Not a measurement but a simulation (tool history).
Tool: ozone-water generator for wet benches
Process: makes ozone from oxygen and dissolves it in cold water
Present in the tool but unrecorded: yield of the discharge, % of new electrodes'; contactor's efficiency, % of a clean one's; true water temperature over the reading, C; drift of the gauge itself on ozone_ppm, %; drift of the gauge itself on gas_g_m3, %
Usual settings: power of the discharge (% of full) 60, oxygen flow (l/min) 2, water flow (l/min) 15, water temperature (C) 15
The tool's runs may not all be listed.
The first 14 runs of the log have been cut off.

run,day,power of the discharge (% of full),oxygen flow (l/min),water flow (l/min),water temperature (C),hours of work since the electrodes were changed,hours of work since the contactor was cleaned,hours of work since the thermometer was calibrated,dissolved ozone (ppm),ozone in the gas ahead of the water (g/m3)
# day 35.654: water thermometer calibrated, once more
15,36.15,60,2,15,15,2683,3758,11,9.1,121.4
16,38.538,60,2,15,15,2738,3813,66,8.8,120.5
17,42.167,60,2,15,15,2820,3895,148,8.9,120
18,45.625,52,2.23,16,22,2898,3973,226,6.8,97.6
19,48.712,52,2.23,16,22,2969,4044,297,6.7,98.1
20,52.208,52,2.23,16,22,3048,4123,376,6.8,97.2
21,53.938,71,2,16,15,3087,4162,415,9.3,138.7
22,57.012,64,1.02,23,15,3157,4232,485,5.1,202
23,59.7,64,2,15,15,3218,4293,546,9.5,125.2
24,63.283,60,2,16,14,3299,4374,627,8.3,118.5
# day 64.329: contactor cleaned
25,65.912,41,2,15,15,3355,36,683,6.3,85
26,67.512,41,2,15,15,3392,72,720,6.4,85.8
27,69.338,41,2,15,15,3433,114,761,6.5,86.5
28,72.946,41,2,15,15,3515,196,843,6.3,85.9
29,74.567,74,2.19,15,18,3552,233,880,10.3,132.6
30,78.021,60,2,12,19,3631,311,959,10.6,118.7
31,79.962,60,2,12,19,3675,355,1003,10.6,118
32,83.429,60,2,12,19,3753,434,1081,10.7,118.8

5 ways to go on from here, each from the tool as it stands after run 32. What would each give?
A,86.171,60,2,13,17,3816,496,1144,?,?
B,86.171,60,2,17,10,3816,496,1144,?,?
C,86.171,49,1.71,15,15,3816,496,1144,?,?
D,86.171,93,2,11,19,3816,496,1144,?,?
E,86.171,40,1.98,15,11,3816,496,1144,?,?

run,dissolved ozone (ppm),ozone in the gas ahead of the water (g/m3)
A,10.1,117.9
B,8,118.1
C,7.4,110.5
D,16.4,169.5
E,6.5,83.8
Had the tool no hidden state, the same runs would have come out as:
run,dissolved ozone (ppm),ozone in the gas ahead of the water (g/m3)
A,10.9,126.6
B,8.6,126.8
C,7.9,116.9
D,18.3,188
E,6.8,87.4

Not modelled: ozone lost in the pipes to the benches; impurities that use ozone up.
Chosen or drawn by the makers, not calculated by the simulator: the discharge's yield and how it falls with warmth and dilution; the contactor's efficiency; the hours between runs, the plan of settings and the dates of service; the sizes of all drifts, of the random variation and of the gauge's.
